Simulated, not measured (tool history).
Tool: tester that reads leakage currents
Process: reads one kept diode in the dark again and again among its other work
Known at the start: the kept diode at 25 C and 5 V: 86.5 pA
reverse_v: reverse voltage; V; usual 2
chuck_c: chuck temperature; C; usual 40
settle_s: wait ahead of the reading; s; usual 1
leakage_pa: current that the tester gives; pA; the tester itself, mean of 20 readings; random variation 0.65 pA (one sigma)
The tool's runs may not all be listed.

run 1 day=0 | reverse_v=2 chuck_c=40 settle_s=1 | leakage_pa=213.81
run 2 day=4.325 | reverse_v=2 chuck_c=40 settle_s=1 | leakage_pa=213.57
run 3 day=6.188 | reverse_v=2 chuck_c=40 settle_s=1 | leakage_pa=215.38
-- day=7.917 probe card cleaned and baked
run 4 day=8.883 | reverse_v=2 chuck_c=40 settle_s=1 | leakage_pa=214.61
run 5 day=13.025 | reverse_v=2 chuck_c=40 settle_s=1 | leakage_pa=214.78
run 6 day=17.225 | reverse_v=2 chuck_c=40 settle_s=1 | leakage_pa=215.2
run 7 day=20.279 | reverse_v=2 chuck_c=40 settle_s=1 | leakage_pa=215.54
-- day=21.296 chuck's temperature calibrated
run 8 day=23.521 | reverse_v=2 chuck_c=40 settle_s=1 | leakage_pa=215.92
run 9 day=27.525 | reverse_v=2 chuck_c=40 settle_s=1 | leakage_pa=215.86
run 10 day=29.575 | reverse_v=2 chuck_c=40 settle_s=1 | leakage_pa=215.91
run 11 day=31.533 | reverse_v=2 chuck_c=40 settle_s=1 | leakage_pa=216.45
run 12 day=35.162 | reverse_v=2 chuck_c=40 settle_s=1 | leakage_pa=215.29
run 13 day=37.471 | reverse_v=2 chuck_c=40 settle_s=1 | leakage_pa=216.4
run 14 day=40.679 | reverse_v=2 chuck_c=40 settle_s=1 | leakage_pa=216.1
run 15 day=43.567 | reverse_v=2 chuck_c=40 settle_s=1 | leakage_pa=214.1
run 16 day=46.208 | reverse_v=2 chuck_c=40 settle_s=1 | leakage_pa=215.17
run 17 day=48.288 | reverse_v=2 chuck_c=40 settle_s=1 | leakage_pa=215.38
run 18 day=51.138 | reverse_v=2 chuck_c=40 settle_s=1 | leakage_pa=215.66
run 19 day=54.9 | reverse_v=2 chuck_c=40 settle_s=1 | leakage_pa=213.46
run 20 day=58.046 | reverse_v=2 chuck_c=30 settle_s=1 | leakage_pa=89.38
run 21 day=60.596 | reverse_v=2 chuck_c=30 settle_s=1 | leakage_pa=89.32

The next listed run, before its measurement:
run 22 day=63.479 | reverse_v=2.32 chuck_c=30 settle_s=3.43 | leakage_pa=?

{"run 22": {"leakage_pa": 95.51}}
Without the tool's hidden state the same run would have given leakage_pa 95.46 pA.

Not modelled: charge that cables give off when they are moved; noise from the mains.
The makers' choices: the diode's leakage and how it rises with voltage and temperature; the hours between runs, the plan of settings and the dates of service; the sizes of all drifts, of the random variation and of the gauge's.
